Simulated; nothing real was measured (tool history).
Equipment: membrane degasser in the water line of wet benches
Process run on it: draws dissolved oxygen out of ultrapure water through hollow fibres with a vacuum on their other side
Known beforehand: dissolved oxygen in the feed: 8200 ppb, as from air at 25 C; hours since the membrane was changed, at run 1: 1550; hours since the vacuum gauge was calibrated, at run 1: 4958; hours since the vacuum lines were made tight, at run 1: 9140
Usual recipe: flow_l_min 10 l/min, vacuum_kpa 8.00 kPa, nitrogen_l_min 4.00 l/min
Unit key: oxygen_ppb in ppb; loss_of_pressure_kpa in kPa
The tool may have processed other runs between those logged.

| run | hour | flow_l_min | vacuum_kpa | nitrogen_l_min | hours since the membrane was changed | hours since the vacuum gauge was calibrated | hours since the vacuum lines were made tight | oxygen_ppb | loss_of_pressure_kpa |
|---|---|---|---|---|---|---|---|---|---|
| 1 | 0.0 | 10 | 8.00 | 4.00 | 1550 | 4958 | 9140 | 49.1 | 29.79 |
| 2 | 52.6 | 10 | 8.00 | 4.00 | 1603 | 5010 | 9192 | 50.3 | 29.44 |
| 3 | 79.8 | 10 | 8.00 | 4.00 | 1630 | 5037 | 9219 | 49.9 | 29.61 |
|  | 90.3 | vacuum gauge calibrated |
| 4 | 137.8 | 10 | 8.00 | 4.00 | 1687 | 47 | 9277 | 49.3 | 29.41 |
| 5 | 183.7 | 10 | 8.00 | 4.00 | 1733 | 93 | 9323 | 49.1 | 29.47 |
| 6 | 245.2 | 10 | 8.00 | 4.00 | 1795 | 155 | 9384 | 49.7 | 29.41 |
| 7 | 307.7 | 10 | 8.00 | 4.00 | 1857 | 217 | 9447 | 49.0 | 29.29 |
| 8 | 365.8 | 10 | 8.00 | 4.00 | 1915 | 275 | 9505 | 49.3 | 29.68 |
| 9 | 392.9 | 10 | 8.00 | 4.00 | 1943 | 303 | 9532 | 49.0 | 29.48 |
| 10 | 422.1 | 10 | 8.00 | 4.00 | 1972 | 332 | 9561 | 50.6 | 29.46 |
| 11 | 453.2 | 10 | 8.00 | 4.00 | 2003 | 363 | 9592 | 49.9 | 29.33 |
| 12 | 494.6 | 10 | 8.00 | 4.00 | 2044 | 404 | 9634 | 49.9 | 29.65 |
| 13 | 545.1 | 10 | 8.00 | 4.00 | 2095 | 455 | 9684 | 49.4 | 29.50 |
| 14 | 594.0 | 10 | 8.00 | 4.00 | 2144 | 504 | 9733 | 50.5 | 29.60 |
| 15 | 624.0 | 10 | 8.00 | 4.00 | 2174 | 534 | 9763 | 49.6 | 29.59 |
| 16 | 657.1 | 10 | 8.00 | 4.00 | 2207 | 567 | 9796 | 49.2 | 29.40 |
| 17 | 716.3 | 10 | 8.00 | 4.00 | 2266 | 626 | 9855 | 50.2 | 29.34 |
| 18 | 775.8 | 8 | 6.88 | 4.00 | 2326 | 686 | 9915 | 28.4 | 23.31 |
| 19 | 806.7 | 13 | 5.62 | 2.97 | 2356 | 716 | 9946 | 68.3 | 38.43 |
| 20 | 865.4 | 13 | 5.62 | 2.97 | 2415 | 775 | 10005 | 68.6 | 38.49 |
| 21 | 922.1 | 10 | 8.00 | 2.05 | 2472 | 832 | 10061 | 79.0 | 29.50 |
| 22 | 969.3 | 10 | 15.91 | 7.41 | 2519 | 879 | 10108 | 64.1 | 29.81 |
| 23 | 1018.2 | 10 | 10.75 | 8.13 | 2568 | 928 | 10157 | 43.0 | 29.24 |
| 24 | 1057.8 | 10 | 10.75 | 8.13 | 2607 | 967 | 10197 | 43.3 | 29.88 |
| 25 | 1111.1 | 10 | 7.86 | 2.99 | 2661 | 1021 | 10250 | 58.6 | 29.89 |
| 26 | 1150.0 | 6 | 16.67 | 1.94 | 2700 | 1060 | 10289 | 109.8 | 17.45 |
| 27 | 1185.4 | 6 | 16.67 | 1.94 | 2735 | 1095 | 10325 | 112.0 | 17.64 |
| 28 | 1233.4 | 10 | 18.29 | 4.00 | 2783 | 1143 | 10373 | 114.2 | 29.55 |
| 29 | 1273.8 | 10 | 18.29 | 4.00 | 2823 | 1183 | 10413 | 114.5 | 29.68 |
| 30 | 1333.6 | 15 | 5.87 | 5.36 | 2883 | 1243 | 10473 | 82.2 | 44.30 |
| 31 | 1376.3 | 9 | 17.75 | 4.42 | 2926 | 1286 | 10515 | 89.1 | 26.47 |
| 32 | 1420.1 | 9 | 17.75 | 4.42 | 2970 | 1330 | 10559 | 90.4 | 26.84 |
| 33 | 1448.8 | 10 | 8.86 | 4.00 | 2998 | 1358 | 10588 | 55.1 | 29.81 |

Each run again, without the hidden state but with its own random variation kept:
The tool's hidden condition here consists of: membrane still open, %; true pressure behind the membrane over the reading, kPa; air that leaks in behind the membrane, l/min; drift of the gauge itself on oxygen_ppb, %; drift of the gauge itself on loss_of_pressure_kpa, %.
| run | oxygen_ppb | loss_of_pressure_kpa |
|---|---|---|
| 1 | 47.1 | 29.57 |
| 2 | 48.2 | 29.22 |
| 3 | 47.8 | 29.38 |
| 4 | 47.5 | 29.17 |
| 5 | 47.3 | 29.22 |
| 6 | 47.8 | 29.15 |
| 7 | 47.1 | 29.03 |
| 8 | 47.3 | 29.41 |
| 9 | 47.0 | 29.21 |
| 10 | 48.6 | 29.18 |
| 11 | 47.9 | 29.05 |
| 12 | 47.8 | 29.36 |
| 13 | 47.3 | 29.21 |
| 14 | 48.4 | 29.30 |
| 15 | 47.5 | 29.28 |
| 16 | 47.0 | 29.10 |
| 17 | 48.0 | 29.03 |
| 18 | 26.9 | 23.05 |
| 19 | 65.1 | 38.00 |
| 20 | 65.3 | 38.05 |
| 21 | 75.7 | 29.15 |
| 22 | 61.3 | 29.45 |
| 23 | 40.9 | 28.88 |
| 24 | 41.0 | 29.52 |
| 25 | 55.8 | 29.51 |
| 26 | 104.2 | 17.23 |
| 27 | 106.3 | 17.41 |
| 28 | 109.7 | 29.16 |
| 29 | 110.0 | 29.29 |
| 30 | 77.5 | 43.70 |
| 31 | 85.2 | 26.10 |
| 32 | 86.4 | 26.46 |
| 33 | 52.2 | 29.39 |
